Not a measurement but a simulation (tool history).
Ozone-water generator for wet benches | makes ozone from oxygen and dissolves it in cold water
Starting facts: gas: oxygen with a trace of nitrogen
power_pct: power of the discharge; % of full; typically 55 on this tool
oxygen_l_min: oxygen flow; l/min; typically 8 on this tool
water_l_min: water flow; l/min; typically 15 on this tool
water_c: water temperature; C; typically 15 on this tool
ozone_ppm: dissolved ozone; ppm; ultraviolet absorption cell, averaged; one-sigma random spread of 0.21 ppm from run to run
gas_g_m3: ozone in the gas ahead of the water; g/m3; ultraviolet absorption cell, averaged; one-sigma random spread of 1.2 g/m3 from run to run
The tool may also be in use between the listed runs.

{"run": 1, "hour": 0.0, "power_pct": 55, "oxygen_l_min": 8, "water_l_min": 15, "water_c": 15, "ozone_ppm": 28.7, "gas_g_m3": 209.1}
{"run": 2, "hour": 59.8, "power_pct": 55, "oxygen_l_min": 8, "water_l_min": 15, "water_c": 15, "ozone_ppm": 28.6, "gas_g_m3": 213.6}
{"run": 3, "hour": 130.9, "power_pct": 55, "oxygen_l_min": 8, "water_l_min": 15, "water_c": 15, "ozone_ppm": 28.4, "gas_g_m3": 211.4}
{"run": 4, "hour": 167.9, "power_pct": 55, "oxygen_l_min": 8, "water_l_min": 15, "water_c": 15, "ozone_ppm": 28.6, "gas_g_m3": 213.1}
{"run": 5, "hour": 236.7, "power_pct": 55, "oxygen_l_min": 8, "water_l_min": 12, "water_c": 15, "ozone_ppm": 33.2, "gas_g_m3": 210.9}
{"run": 6, "hour": 301.3, "power_pct": 55, "oxygen_l_min": 10.3, "water_l_min": 15, "water_c": 15, "ozone_ppm": 28.1, "gas_g_m3": 191.5}
{"run": 7, "hour": 355.9, "power_pct": 55, "oxygen_l_min": 8, "water_l_min": 15, "water_c": 15, "ozone_ppm": 28.5, "gas_g_m3": 211.3}
{"hour": 391.1, "done": "contactor cleaned"}
{"run": 8, "hour": 391.6, "power_pct": 55, "oxygen_l_min": 8, "water_l_min": 15, "water_c": 15, "ozone_ppm": 29.7, "gas_g_m3": 211.2}
{"run": 9, "hour": 427.9, "power_pct": 55, "oxygen_l_min": 8, "water_l_min": 15, "water_c": 15, "ozone_ppm": 29.8, "gas_g_m3": 212.8}
{"run": 10, "hour": 473.0, "power_pct": 55, "oxygen_l_min": 8, "water_l_min": 15, "water_c": 15, "ozone_ppm": 29.8, "gas_g_m3": 209.7}
{"run": 11, "hour": 505.3, "power_pct": 55, "oxygen_l_min": 8, "water_l_min": 15, "water_c": 7, "ozone_ppm": 34.3, "gas_g_m3": 210.8}
{"run": 12, "hour": 537.3, "power_pct": 82, "oxygen_l_min": 8, "water_l_min": 15, "water_c": 15, "ozone_ppm": 36.6, "gas_g_m3": 258.1}
{"run": 13, "hour": 571.6, "power_pct": 55, "oxygen_l_min": 11.76, "water_l_min": 15, "water_c": 15, "ozone_ppm": 28.9, "gas_g_m3": 181.9}
{"run": 14, "hour": 635.6, "power_pct": 55, "oxygen_l_min": 11.76, "water_l_min": 15, "water_c": 15, "ozone_ppm": 29.4, "gas_g_m3": 180.6}
{"run": 15, "hour": 698.4, "power_pct": 55, "oxygen_l_min": 11.76, "water_l_min": 15, "water_c": 15, "ozone_ppm": 28.9, "gas_g_m3": 180.4}
{"run": 16, "hour": 771.9, "power_pct": 55, "oxygen_l_min": 11.76, "water_l_min": 15, "water_c": 15, "ozone_ppm": 29.2, "gas_g_m3": 179}
{"run": 17, "hour": 817.7, "power_pct": 55, "oxygen_l_min": 11.76, "water_l_min": 15, "water_c": 15, "ozone_ppm": 29, "gas_g_m3": 181.9}
{"run": 18, "hour": 874.9, "power_pct": 100, "oxygen_l_min": 8, "water_l_min": 11, "water_c": 17, "ozone_ppm": 47.1, "gas_g_m3": 282.7}
{"run": 19, "hour": 923.6, "power_pct": 100, "oxygen_l_min": 8, "water_l_min": 11, "water_c": 17, "ozone_ppm": 47.6, "gas_g_m3": 286.2}
{"run": 20, "hour": 975.0, "power_pct": 55, "oxygen_l_min": 5.68, "water_l_min": 15, "water_c": 8, "ozone_ppm": 32.9, "gas_g_m3": 239.7}
{"run": 21, "hour": 1005.2, "power_pct": 55, "oxygen_l_min": 5.68, "water_l_min": 15, "water_c": 8, "ozone_ppm": 33, "gas_g_m3": 241}
{"run": 22, "hour": 1067.8, "power_pct": 68, "oxygen_l_min": 8, "water_l_min": 15, "water_c": 15, "ozone_ppm": 33.3, "gas_g_m3": 231.9}
{"hour": 1072.6, "done": "water thermometer calibrated"}
{"run": 23, "hour": 1106.4, "power_pct": 68, "oxygen_l_min": 8, "water_l_min": 15, "water_c": 15, "ozone_ppm": 32.8, "gas_g_m3": 235.1}
{"run": 24, "hour": 1172.5, "power_pct": 55, "oxygen_l_min": 8, "water_l_min": 15, "water_c": 11, "ozone_ppm": 31.9, "gas_g_m3": 208.8}
{"run": 25, "hour": 1243.5, "power_pct": 86, "oxygen_l_min": 4.41, "water_l_min": 14, "water_c": 11, "ozone_ppm": 39.8, "gas_g_m3": 333.9}
{"run": 26, "hour": 1273.8, "power_pct": 55, "oxygen_l_min": 8, "water_l_min": 9, "water_c": 15, "ozone_ppm": 40.7, "gas_g_m3": 208.2}
{"run": 27, "hour": 1310.6, "power_pct": 55, "oxygen_l_min": 8, "water_l_min": 9, "water_c": 15, "ozone_ppm": 40.5, "gas_g_m3": 207}
{"hour": 1321.9, "done": "water thermometer calibrated, once more"}
{"run": 28, "hour": 1354.2, "power_pct": 70, "oxygen_l_min": 8, "water_l_min": 15, "water_c": 15, "ozone_ppm": 33.4, "gas_g_m3": 236.3}
{"run": 29, "hour": 1387.7, "power_pct": 70, "oxygen_l_min": 8, "water_l_min": 15, "water_c": 15, "ozone_ppm": 33.5, "gas_g_m3": 235.3}
{"run": 30, "hour": 1426.0, "power_pct": 59, "oxygen_l_min": 8, "water_l_min": 15, "water_c": 15, "ozone_ppm": 30.7, "gas_g_m3": 216.8}
{"run": 31, "hour": 1488.8, "power_pct": 59, "oxygen_l_min": 8, "water_l_min": 15, "water_c": 15, "ozone_ppm": 30.3, "gas_g_m3": 216}
{"run": 32, "hour": 1525.8, "power_pct": 55, "oxygen_l_min": 8, "water_l_min": 9, "water_c": 15, "ozone_ppm": 41.2, "gas_g_m3": 207.8}

Hidden state or all else? Some run-to-run changes of ozone_ppm, split into what the settings, what came in and random variation would give without the hidden state, and what is left for the hidden state (with any gauge scatter that isn't in both results):
Hidden state present: yield of the discharge, % of new electrodes'; contactor's efficiency, % of a clean one's; true water temperature over the reading, C; drift of the gauge itself on ozone_ppm, %; drift of the gauge itself on gas_g_m3, %.
Run 7 -> 8: contactor cleaned. ozone_ppm +1.2 ppm: hidden state +1.6, all else -0.4.
Run 17 -> 18: power_pct 55 -> 100, oxygen_l_min 11.76 -> 8, water_l_min 15 -> 11, water_c 15 -> 17. ozone_ppm +18.1 ppm: hidden state -1.2, all else +19.3.
Run 19 -> 20: power_pct 100 -> 55, oxygen_l_min 8 -> 5.68, water_l_min 11 -> 15, water_c 17 -> 8. ozone_ppm -14.7 ppm: hidden state +1.1, all else -15.8.
Run 31 -> 32: power_pct 59 -> 55, water_l_min 15 -> 9. ozone_ppm +10.9 ppm: hidden state -0.3, all else +11.2.

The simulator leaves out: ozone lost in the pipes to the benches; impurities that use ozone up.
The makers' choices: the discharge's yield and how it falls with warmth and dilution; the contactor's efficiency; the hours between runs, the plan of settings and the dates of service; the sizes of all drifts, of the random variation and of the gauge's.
